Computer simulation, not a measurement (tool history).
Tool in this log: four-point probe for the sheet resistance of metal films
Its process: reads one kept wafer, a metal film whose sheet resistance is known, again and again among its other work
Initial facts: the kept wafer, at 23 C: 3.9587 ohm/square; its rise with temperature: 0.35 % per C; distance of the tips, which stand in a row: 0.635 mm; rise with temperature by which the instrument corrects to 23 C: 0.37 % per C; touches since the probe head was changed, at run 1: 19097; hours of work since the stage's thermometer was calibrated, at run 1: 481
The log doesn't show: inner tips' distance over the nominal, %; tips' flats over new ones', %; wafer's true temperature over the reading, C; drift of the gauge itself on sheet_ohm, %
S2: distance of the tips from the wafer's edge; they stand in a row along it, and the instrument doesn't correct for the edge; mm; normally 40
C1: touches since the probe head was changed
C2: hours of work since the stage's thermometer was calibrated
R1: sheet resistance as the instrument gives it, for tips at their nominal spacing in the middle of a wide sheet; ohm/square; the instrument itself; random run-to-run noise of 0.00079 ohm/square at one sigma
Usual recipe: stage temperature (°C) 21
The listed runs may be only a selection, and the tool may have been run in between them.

{"run": 1, "hour": 0.0, "stage temperature (°C)": 21, "S2": 40, "C1": 19097, "C2": 481, "R1": 3.940774}
{"run": 2, "hour": 26.4, "stage temperature (°C)": 21, "S2": 40, "C1": 20199, "C2": 493, "R1": 3.940762}
{"run": 3, "hour": 58.2, "stage temperature (°C)": 21, "S2": 40, "C1": 21529, "C2": 508, "R1": 3.942254}
{"run": 4, "hour": 86.1, "stage temperature (°C)": 21, "S2": 4, "C1": 22694, "C2": 521, "R1": 3.993676}
{"run": 5, "hour": 115.9, "stage temperature (°C)": 21, "S2": 4, "C1": 23938, "C2": 536, "R1": 3.993055}
{"run": 6, "hour": 151.9, "stage temperature (°C)": 22, "S2": 70, "C1": 25444, "C2": 553, "R1": 3.938615}
{"run": 7, "hour": 172.2, "stage temperature (°C)": 33, "S2": 5, "C1": 26291, "C2": 562, "R1": 3.964822}
{"run": 8, "hour": 196.1, "stage temperature (°C)": 33, "S2": 5, "C1": 27289, "C2": 574, "R1": 3.964145}
{"run": 9, "hour": 213.1, "stage temperature (°C)": 21, "S2": 6, "C1": 28000, "C2": 582, "R1": 3.963405}
{"run": 10, "hour": 248.5, "stage temperature (°C)": 23, "S2": 6, "C1": 29478, "C2": 598, "R1": 3.961588}

Branching from run 10: 4 alternative next runs. What would each branch give?
{"run": "A", "hour": 283.1, "stage temperature (°C)": 23, "S2": 8, "C1": 30921, "C2": 615, "R1": "?"}
{"run": "B", "hour": 283.1, "stage temperature (°C)": 27, "S2": 4, "C1": 30921, "C2": 615, "R1": "?"}
{"run": "C", "hour": 283.1, "stage temperature (°C)": 23, "S2": 47, "C1": 30921, "C2": 615, "R1": "?"}
{"run": "D", "hour": 283.1, "stage temperature (°C)": 33, "S2": 5, "C1": 30921, "C2": 615, "R1": "?"}

run=A R1=3.95091
run=B R1=3.989134
run=C R1=3.938037
run=D R1=3.965311
Had the tool no hidden state, the same runs would have come out as:
run=A R1=3.972036
run=B R1=4.010483
run=C R1=3.9591
run=D R1=3.986596
